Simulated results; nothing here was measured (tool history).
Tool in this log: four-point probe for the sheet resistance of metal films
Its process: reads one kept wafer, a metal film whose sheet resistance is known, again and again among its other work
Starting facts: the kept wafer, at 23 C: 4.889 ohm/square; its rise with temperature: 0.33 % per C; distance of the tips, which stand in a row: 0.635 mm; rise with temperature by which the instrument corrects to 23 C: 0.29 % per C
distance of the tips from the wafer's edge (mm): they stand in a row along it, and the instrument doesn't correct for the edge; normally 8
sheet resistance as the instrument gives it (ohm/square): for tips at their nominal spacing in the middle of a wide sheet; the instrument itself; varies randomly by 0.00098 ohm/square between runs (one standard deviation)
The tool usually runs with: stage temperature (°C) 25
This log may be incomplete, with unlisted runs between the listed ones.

| run | hour | stage temperature (°C) | distance of the tips from the wafer's edge (mm) | sheet resistance as the instrument gives it (ohm/square) |
|---|---|---|---|---|
| 1 | 0 | 25 | 8 | 4.891122 |
| 2 | 28.6 | 19 | 8 | 4.88004 |
| 3 | 63.5 | 19 | 8 | 4.880051 |
| 4 | 88 | 25 | 8 | 4.888999 |
| 5 | 117.6 | 25 | 8 | 4.890386 |
| 6 | 167.5 | 25 | 8 | 4.889915 |
| 7 | 190.6 | 28 | 8 | 4.894446 |
| 8 | 239.3 | 28 | 8 | 4.894132 |
| 9 | 285.1 | 25 | 23 | 4.875445 |
| 10 | 331.9 | 25 | 23 | 4.872887 |
| 11 | 366.2 | 32 | 8 | 4.89984 |
| 12 | 394.5 | 25 | 47 | 4.870702 |
| 13 | 432.7 | 22 | 8 | 4.882832 |
| 14 | 460.5 | 25 | 4 | 4.936545 |
| 15 | 503.3 | 25 | 4 | 4.937171 |
| 16 | 534.3 | 25 | 36 | 4.872626 |
| 17 | 586.2 | 25 | 24 | 4.871295 |
| 18 | 617.8 | 18 | 24 | 4.859929 |
| 19 | 662.6 | 23 | 29 | 4.869514 |
| 20 | 708 | 26 | 45 | 4.871995 |

Estimate the outcome of run 21 from the log above:
| 21 | 747 | 33 | 31 | ? |

sheet resistance as the instrument gives it (ohm/square): 4.883795
If the tool had no hidden condition, the same run with the same run-to-run variation would have returned sheet resistance as the instrument gives it (ohm/square) 4.906437.

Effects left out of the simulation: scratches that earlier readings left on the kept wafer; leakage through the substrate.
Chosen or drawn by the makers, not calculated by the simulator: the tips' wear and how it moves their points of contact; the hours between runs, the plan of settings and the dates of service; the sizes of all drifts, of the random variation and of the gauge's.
